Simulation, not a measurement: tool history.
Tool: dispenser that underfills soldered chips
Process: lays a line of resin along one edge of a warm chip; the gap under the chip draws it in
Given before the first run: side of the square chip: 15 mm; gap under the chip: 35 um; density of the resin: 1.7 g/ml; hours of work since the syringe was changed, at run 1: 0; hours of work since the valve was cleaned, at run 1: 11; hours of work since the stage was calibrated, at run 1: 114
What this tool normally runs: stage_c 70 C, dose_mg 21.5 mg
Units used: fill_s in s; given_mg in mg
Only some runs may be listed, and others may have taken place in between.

run	hour	stage_c	dose_mg	hours of work since the syringe was changed	hours of work since the valve was cleaned	hours of work since the stage was calibrated	fill_s	given_mg
1	0.0	70	21.5	0	11	114	252.3	21.25
2	6.1	70	21.5	5	15	118	316.6	21.16
# hour 9.2: new syringe of resin
3	16.7	70	20.3	5	23	125	338.1	19.78
# hour 19.0: new syringe of resin
4	24.6	61	20.3	4	28	131	476.1	19.69
# hour 28.4: new syringe of resin
5	30.5	82	20.3	1	32	135	157.8	19.47
# hour 38.3: new syringe of resin
6	43.2	82	20.3	3	41	143	177.4	19.53
# hour 47.3: new syringe of resin
7	50.6	56	21.5	2	46	148	556.9	20.74
# hour 56.7: new syringe of resin
8	63.9	56	21.5	5	55	158	662.5	20.42
# hour 66.1: new syringe of resin
# hour 75.0: new syringe of resin
9	75.8	63	19.5	1	63	166	371.8	18.39
10	81.6	63	19.5	5	67	170	467.2	18.29
# hour 84.7: new syringe of resin
11	91.3	63	19.3	5	74	176	461.5	18.03
# hour 94.0: new syringe of resin
# hour 102.8: new syringe of resin
12	103.9	64	26.6	1	82	185	341.7	24.84
# hour 112.1: new syringe of resin
13	115.9	56	25.5	3	90	193	573.9	23.53
# hour 118.5: dispensing valve cleaned and set on the balance
# hour 122.6: new syringe of resin
14	125.5	83	23.0	2	5	199	151.3	22.86

Forecast each of these 4 alternatives for the next run:
# hour 131.6: new syringe of resin
A	137.6	59	21.3	4	13	207	?	?
# hour 131.6: new syringe of resin
B	137.6	75	23.8	4	13	207	?	?
# hour 131.6: new syringe of resin
C	137.6	70	19.6	4	13	207	?	?
# hour 131.6: new syringe of resin
D	137.6	79	19.8	4	13	207	?	?

run	fill_s	given_mg
A	535.6	21.09
B	245.7	23.61
C	318.7	19.50
D	211.8	19.64
What these runs would have given with no unlogged condition in the tool:
run	fill_s	given_mg
A	394.9	21.30
B	182.0	23.83
C	235.7	19.69
D	156.9	19.82
